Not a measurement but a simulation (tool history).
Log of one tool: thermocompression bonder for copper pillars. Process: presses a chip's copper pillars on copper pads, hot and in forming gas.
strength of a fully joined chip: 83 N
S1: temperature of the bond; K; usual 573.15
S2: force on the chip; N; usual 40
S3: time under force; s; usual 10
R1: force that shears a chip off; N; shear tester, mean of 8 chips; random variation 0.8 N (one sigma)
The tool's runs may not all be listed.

run 1 hour=0.0 | S1=573.15 S2=40 S3=10 | R1=58.1
run 2 hour=56.7 | S1=573.15 S2=30 S3=10 | R1=47.3
run 3 hour=110.7 | S1=573.15 S2=30 S3=10 | R1=48.2
run 4 hour=171.3 | S1=573.15 S2=30 S3=16 | R1=53.2
run 5 hour=214.9 | S1=573.15 S2=40 S3=10 | R1=56.4
run 6 hour=273.4 | S1=600.15 S2=40 S3=10 | R1=65.8
run 7 hour=299.7 | S1=600.15 S2=40 S3=10 | R1=67.6
run 8 hour=342.7 | S1=600.15 S2=40 S3=10 | R1=66.8
run 9 hour=394.6 | S1=600.15 S2=40 S3=10 | R1=64.9
run 10 hour=429.7 | S1=600.15 S2=40 S3=10 | R1=65.7
-- hour=459.4 force cell calibrated
run 11 hour=463.7 | S1=600.15 S2=40 S3=10 | R1=63.9
run 12 hour=503.1 | S1=600.15 S2=40 S3=10 | R1=62.4
run 13 hour=550.1 | S1=600.15 S2=40 S3=10 | R1=61.8
run 14 hour=593.6 | S1=600.15 S2=40 S3=8 | R1=58.8
run 15 hour=643.6 | S1=600.15 S2=40 S3=8 | R1=57.8
-- hour=669.4 forming gas filter changed
run 16 hour=704.4 | S1=600.15 S2=40 S3=8 | R1=63.4
-- hour=717.4 force cell calibrated, once more
run 17 hour=744.6 | S1=573.15 S2=40 S3=10 | R1=59.7
run 18 hour=771.8 | S1=573.15 S2=40 S3=10 | R1=58.8
run 19 hour=818.8 | S1=573.15 S2=40 S3=10 | R1=58.8
run 20 hour=856.2 | S1=568.15 S2=40 S3=17 | R1=63.8
run 21 hour=897.6 | S1=572.15 S2=28 S3=10 | R1=44.7
run 22 hour=957.2 | S1=573.15 S2=40 S3=22 | R1=67.5
run 23 hour=993.7 | S1=573.15 S2=28 S3=30 | R1=59.4
run 24 hour=1051.6 | S1=557.15 S2=34 S3=20 | R1=51.9
run 25 hour=1105.7 | S1=549.15 S2=34 S3=6 | R1=32.0
run 26 hour=1161.1 | S1=558.15 S2=50 S3=8 | R1=54.3
run 27 hour=1189.8 | S1=545.15 S2=50 S3=10 | R1=50.0
run 28 hour=1235.7 | S1=545.15 S2=33 S3=10 | R1=35.9
run 29 hour=1280.5 | S1=586.15 S2=49 S3=18 | R1=71.8
run 30 hour=1333.0 | S1=573.15 S2=40 S3=29 | R1=67.1
run 31 hour=1360.7 | S1=573.15 S2=50 S3=28 | R1=70.0
-- hour=1380.4 forming gas filter changed
run 32 hour=1394.9 | S1=578.15 S2=45 S3=11 | R1=65.2
run 33 hour=1448.6 | S1=578.15 S2=45 S3=11 | R1=64.9
run 34 hour=1500.5 | S1=578.15 S2=45 S3=11 | R1=65.2
run 35 hour=1544.2 | S1=573.15 S2=40 S3=7 | R1=51.4
run 36 hour=1589.8 | S1=573.15 S2=40 S3=7 | R1=49.8
run 37 hour=1630.7 | S1=586.15 S2=42 S3=8 | R1=60.1
run 38 hour=1665.3 | S1=586.15 S2=42 S3=8 | R1=59.8

The same runs without the tool's hidden state, with the same run-to-run variation:
The hidden state here: true temperature of the bond over the reading, C; force that reaches the chip, % of what is set; oxide that the forming gas leaves, % of the face; drift of the gauge itself on shear_n, %.
run=1 R1=61.7
run=2 R1=51.5
run=3 R1=52.8
run=4 R1=58.5
run=5 R1=62.1
run=6 R1=71.4
run=7 R1=73.6
run=8 R1=73.3
run=9 R1=71.8
run=10 R1=73.1
run=11 R1=73.1
run=12 R1=71.9
run=13 R1=71.7
run=14 R1=69.2
run=15 R1=68.6
run=16 R1=69.8
run=17 R1=62.2
run=18 R1=61.5
run=19 R1=62.0
run=20 R1=67.3
run=21 R1=48.3
run=22 R1=71.8
run=23 R1=64.3
run=24 R1=57.4
run=25 R1=36.5
run=26 R1=60.9
run=27 R1=56.8
run=28 R1=41.8
run=29 R1=79.2
run=30 R1=75.4
run=31 R1=77.9
run=32 R1=68.4
run=33 R1=68.6
run=34 R1=69.4
run=35 R1=56.3
run=36 R1=55.2
run=37 R1=65.7
run=38 R1=65.8
